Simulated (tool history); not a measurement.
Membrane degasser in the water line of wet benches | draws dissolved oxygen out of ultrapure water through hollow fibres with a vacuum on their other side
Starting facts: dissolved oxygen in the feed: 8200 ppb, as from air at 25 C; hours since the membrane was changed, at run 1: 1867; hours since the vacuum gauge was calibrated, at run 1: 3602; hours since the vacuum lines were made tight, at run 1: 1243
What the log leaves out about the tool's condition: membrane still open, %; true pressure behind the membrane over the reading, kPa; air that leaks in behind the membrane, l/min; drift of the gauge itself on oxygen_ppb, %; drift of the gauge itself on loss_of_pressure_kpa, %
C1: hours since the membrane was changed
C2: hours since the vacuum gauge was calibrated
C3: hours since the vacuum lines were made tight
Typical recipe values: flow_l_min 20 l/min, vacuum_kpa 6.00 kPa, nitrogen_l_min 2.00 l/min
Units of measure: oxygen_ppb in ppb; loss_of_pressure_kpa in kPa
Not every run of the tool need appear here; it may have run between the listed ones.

run 1 hour=0.0 | flow_l_min=20 vacuum_kpa=6.00 nitrogen_l_min=2.00 | C1=1867 C2=3602 C3=1243 | oxygen_ppb=92.6 loss_of_pressure_kpa=46.82
run 2 hour=28.8 | flow_l_min=20 vacuum_kpa=6.00 nitrogen_l_min=2.00 | C1=1895 C2=3630 C3=1272 | oxygen_ppb=92.9 loss_of_pressure_kpa=47.34
run 3 hour=57.8 | flow_l_min=20 vacuum_kpa=6.00 nitrogen_l_min=2.00 | C1=1924 C2=3659 C3=1301 | oxygen_ppb=93.3 loss_of_pressure_kpa=46.97
run 4 hour=95.2 | flow_l_min=20 vacuum_kpa=6.00 nitrogen_l_min=2.00 | C1=1962 C2=3697 C3=1338 | oxygen_ppb=90.5 loss_of_pressure_kpa=46.96
run 5 hour=139.4 | flow_l_min=20 vacuum_kpa=6.00 nitrogen_l_min=2.00 | C1=2006 C2=3741 C3=1383 | oxygen_ppb=92.2 loss_of_pressure_kpa=47.39
run 6 hour=172.9 | flow_l_min=20 vacuum_kpa=6.00 nitrogen_l_min=2.00 | C1=2039 C2=3775 C3=1416 | oxygen_ppb=92.7 loss_of_pressure_kpa=47.18
run 7 hour=222.5 | flow_l_min=20 vacuum_kpa=6.00 nitrogen_l_min=2.00 | C1=2089 C2=3824 C3=1466 | oxygen_ppb=92.2 loss_of_pressure_kpa=46.82
run 8 hour=270.8 | flow_l_min=20 vacuum_kpa=6.00 nitrogen_l_min=2.00 | C1=2137 C2=3873 C3=1514 | oxygen_ppb=91.8 loss_of_pressure_kpa=47.57
run 9 hour=304.6 | flow_l_min=20 vacuum_kpa=6.00 nitrogen_l_min=2.00 | C1=2171 C2=3906 C3=1548 | oxygen_ppb=91.5 loss_of_pressure_kpa=46.88
run 10 hour=339.2 | flow_l_min=20 vacuum_kpa=6.00 nitrogen_l_min=2.00 | C1=2206 C2=3941 C3=1583 | oxygen_ppb=93.9 loss_of_pressure_kpa=47.29
run 11 hour=377.5 | flow_l_min=20 vacuum_kpa=6.00 nitrogen_l_min=2.00 | C1=2244 C2=3979 C3=1621 | oxygen_ppb=94.0 loss_of_pressure_kpa=47.19
run 12 hour=424.1 | flow_l_min=20 vacuum_kpa=6.00 nitrogen_l_min=2.00 | C1=2291 C2=4026 C3=1667 | oxygen_ppb=94.6 loss_of_pressure_kpa=47.43
run 13 hour=460.7 | flow_l_min=20 vacuum_kpa=6.00 nitrogen_l_min=2.00 | C1=2327 C2=4062 C3=1704 | oxygen_ppb=94.3 loss_of_pressure_kpa=46.77
run 14 hour=509.4 | flow_l_min=20 vacuum_kpa=4.06 nitrogen_l_min=2.00 | C1=2376 C2=4111 C3=1753 | oxygen_ppb=47.6 loss_of_pressure_kpa=47.16
run 15 hour=557.5 | flow_l_min=20 vacuum_kpa=4.06 nitrogen_l_min=2.00 | C1=2424 C2=4159 C3=1801 | oxygen_ppb=47.0 loss_of_pressure_kpa=47.30
run 16 hour=610.6 | flow_l_min=29 vacuum_kpa=4.06 nitrogen_l_min=2.00 | C1=2477 C2=4212 C3=1854 | oxygen_ppb=117.7 loss_of_pressure_kpa=68.88
run 17 hour=643.8 | flow_l_min=15 vacuum_kpa=10.68 nitrogen_l_min=2.70 | C1=2510 C2=4246 C3=1887 | oxygen_ppb=109.2 loss_of_pressure_kpa=35.72
run 18 hour=669.1 | flow_l_min=18 vacuum_kpa=10.68 nitrogen_l_min=3.37 | C1=2536 C2=4271 C3=1912 | oxygen_ppb=113.7 loss_of_pressure_kpa=42.59
-- hour=673.1 vacuum gauge calibrated
run 19 hour=723.5 | flow_l_min=22 vacuum_kpa=7.41 nitrogen_l_min=1.69 | C1=2590 C2=50 C3=1966 | oxygen_ppb=168.0 loss_of_pressure_kpa=52.06
run 20 hour=774.4 | flow_l_min=12 vacuum_kpa=5.56 nitrogen_l_min=2.51 | C1=2640 C2=101 C3=2017 | oxygen_ppb=32.3 loss_of_pressure_kpa=28.24
run 21 hour=824.4 | flow_l_min=12 vacuum_kpa=5.56 nitrogen_l_min=2.51 | C1=2690 C2=151 C3=2067 | oxygen_ppb=33.1 loss_of_pressure_kpa=28.40
run 22 hour=849.2 | flow_l_min=26 vacuum_kpa=5.56 nitrogen_l_min=4.10 | C1=2715 C2=176 C3=2092 | oxygen_ppb=98.3 loss_of_pressure_kpa=62.16
run 23 hour=894.1 | flow_l_min=26 vacuum_kpa=5.56 nitrogen_l_min=4.10 | C1=2760 C2=221 C3=2137 | oxygen_ppb=99.8 loss_of_pressure_kpa=61.77
run 24 hour=934.7 | flow_l_min=26 vacuum_kpa=14.69 nitrogen_l_min=1.43 | C1=2801 C2=262 C3=2178 | oxygen_ppb=512.8 loss_of_pressure_kpa=61.64
-- hour=940.0 vacuum gauge calibrated, once more
run 25 hour=958.1 | flow_l_min=26 vacuum_kpa=14.69 nitrogen_l_min=1.43 | C1=2824 C2=18 C3=2200 | oxygen_ppb=507.3 loss_of_pressure_kpa=61.53
run 26 hour=981.7 | flow_l_min=26 vacuum_kpa=14.69 nitrogen_l_min=1.43 | C1=2847 C2=42 C3=2224 | oxygen_ppb=503.5 loss_of_pressure_kpa=61.21
run 27 hour=1019.4 | flow_l_min=26 vacuum_kpa=14.69 nitrogen_l_min=1.43 | C1=2885 C2=79 C3=2262 | oxygen_ppb=499.9 loss_of_pressure_kpa=61.89
run 28 hour=1073.1 | flow_l_min=19 vacuum_kpa=4.49 nitrogen_l_min=1.20 | C1=2939 C2=133 C3=2315 | oxygen_ppb=65.6 loss_of_pressure_kpa=44.82
run 29 hour=1129.5 | flow_l_min=27 vacuum_kpa=3.71 nitrogen_l_min=4.65 | C1=2995 C2=189 C3=2372 | oxygen_ppb=75.0 loss_of_pressure_kpa=64.41
run 30 hour=1175.9 | flow_l_min=15 vacuum_kpa=6.88 nitrogen_l_min=1.65 | C1=3041 C2=236 C3=2418 | oxygen_ppb=86.2 loss_of_pressure_kpa=35.45
run 31 hour=1218.1 | flow_l_min=20 vacuum_kpa=3.97 nitrogen_l_min=0.87 | C1=3084 C2=278 C3=2460 | oxygen_ppb=62.1 loss_of_pressure_kpa=47.55

For each entry between runs, how does the tool's hidden state at the last listed run before it compare with that at the first listed run after it?
Logged between run 18 and run 19: vacuum gauge calibrated (hour 673.1)
  true pressure behind the membrane over the reading, kPa: 0.19 -> 0.25; air that leaks in behind the membrane, l/min: 0.0037 -> 0.0038
  measured minus no-state result, oxygen_ppb: +4.4 -> +11.2 ppb; loss_of_pressure_kpa: +0.83 -> +1.04 kPa
Logged between run 24 and run 25: vacuum gauge calibrated, once more (hour 940.0)
  true pressure behind the membrane over the reading, kPa: 0.27 -> -0.01; air that leaks in behind the membrane, l/min: 0.004 -> 0.0041
  measured minus no-state result, oxygen_ppb: +16.0 -> +5.7 ppb; loss_of_pressure_kpa: +1.33 -> +1.34 kPa

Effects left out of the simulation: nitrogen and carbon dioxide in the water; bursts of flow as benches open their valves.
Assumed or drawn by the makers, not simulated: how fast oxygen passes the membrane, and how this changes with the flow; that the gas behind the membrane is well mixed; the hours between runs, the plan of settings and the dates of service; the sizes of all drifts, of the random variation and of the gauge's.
